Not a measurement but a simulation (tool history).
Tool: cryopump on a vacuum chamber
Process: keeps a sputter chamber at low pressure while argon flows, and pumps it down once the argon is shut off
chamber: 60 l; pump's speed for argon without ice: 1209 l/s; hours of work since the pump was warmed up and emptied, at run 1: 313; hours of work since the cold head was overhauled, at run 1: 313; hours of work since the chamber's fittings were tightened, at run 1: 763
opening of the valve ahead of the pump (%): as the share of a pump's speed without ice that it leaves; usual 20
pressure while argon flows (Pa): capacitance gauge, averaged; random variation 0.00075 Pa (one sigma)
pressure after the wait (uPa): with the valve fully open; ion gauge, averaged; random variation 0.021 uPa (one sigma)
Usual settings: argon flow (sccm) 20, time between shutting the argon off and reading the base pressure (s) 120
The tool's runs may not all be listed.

run	hour	argon flow (sccm)	time between shutting the argon off and reading the base pressure (s)	opening of the valve ahead of the pump (%)	hours of work since the pump was warmed up and emptied	hours of work since the cold head was overhauled	hours of work since the chamber's fittings were tightened	pressure while argon flows (Pa)	pressure after the wait (uPa)
1	0.0	20	120	20	313	313	763	0.1450	0.76
2	22.6	20	120	20	329	329	779	0.1459	0.75
3	45.8	20	120	20	346	346	796	0.1468	0.75
4	68.0	37	120	20	362	362	812	0.2696	0.75
5	100.5	20	120	20	385	385	835	0.1470	0.77
6	132.3	20	120	20	408	408	858	0.1485	0.77
7	162.2	11	120	20	429	429	879	0.0810	0.77
8	195.0	20	114	20	453	453	903	0.1479	0.81
# hour 206.2: pump warmed up, emptied and cooled again
9	232.3	20	114	20	19	476	926	0.1410	0.74
10	258.9	20	114	20	38	495	945	0.1404	0.71
11	286.2	20	114	20	57	515	965	0.1410	0.75
12	311.1	10	120	20	75	533	983	0.0699	0.70
13	333.6	10	120	20	91	549	999	0.0709	0.70
14	362.2	10	120	20	112	569	1019	0.0720	0.74
15	393.9	20	120	20	135	592	1042	0.1426	0.74
16	423.6	26	120	20	156	613	1063	0.1869	0.76
17	438.7	26	120	20	167	624	1074	0.1863	0.76
18	459.2	32	207	42	182	639	1089	0.1128	0.67
19	491.1	25	31	26	204	662	1112	0.1404	1.33
20	510.8	20	216	20	219	676	1126	0.1449	0.66
21	542.4	20	216	20	241	699	1149	0.1457	0.72
22	565.9	20	216	20	258	715	1165	0.1453	0.71
23	592.0	8	216	52	277	734	1184	0.0229	0.73
24	613.6	8	216	52	292	750	1200	0.0239	0.75
25	643.4	8	216	52	314	771	1221	0.0248	0.73
26	676.1	8	216	52	337	794	1244	0.0244	0.76
27	701.2	9	120	20	355	812	1262	0.0663	0.88
28	724.1	9	120	20	372	829	1279	0.0670	0.86
29	744.3	17	120	31	386	843	1293	0.0841	0.88
30	775.6	17	120	31	409	866	1316	0.0842	0.87
31	803.9	17	120	31	429	886	1336	0.0862	0.90
32	832.7	11	120	28	449	907	1357	0.0606	0.94
# hour 849.2: pump warmed up, emptied and cooled again
33	868.7	11	42	20	14	929	1379	0.0777	1.12
34	890.7	25	120	27	30	945	1395	0.1303	0.78

3 ways to go on from here, each from the tool as it stands after run 34. What would each give?
A	907.5	8	207	23	42	957	1407	?	?
B	907.5	11	27	29	42	957	1407	?	?
C	907.5	17	119	27	42	957	1407	?	?

run	pressure while argon flows (Pa)	pressure after the wait (uPa)
A	0.0499	0.69
B	0.0534	1.49
C	0.0886	0.75
Without the tool's hidden state the same runs would have given:
run	pressure while argon flows (Pa)	pressure after the wait (uPa)
A	0.0494	0.38
B	0.0528	1.18
C	0.0877	0.44
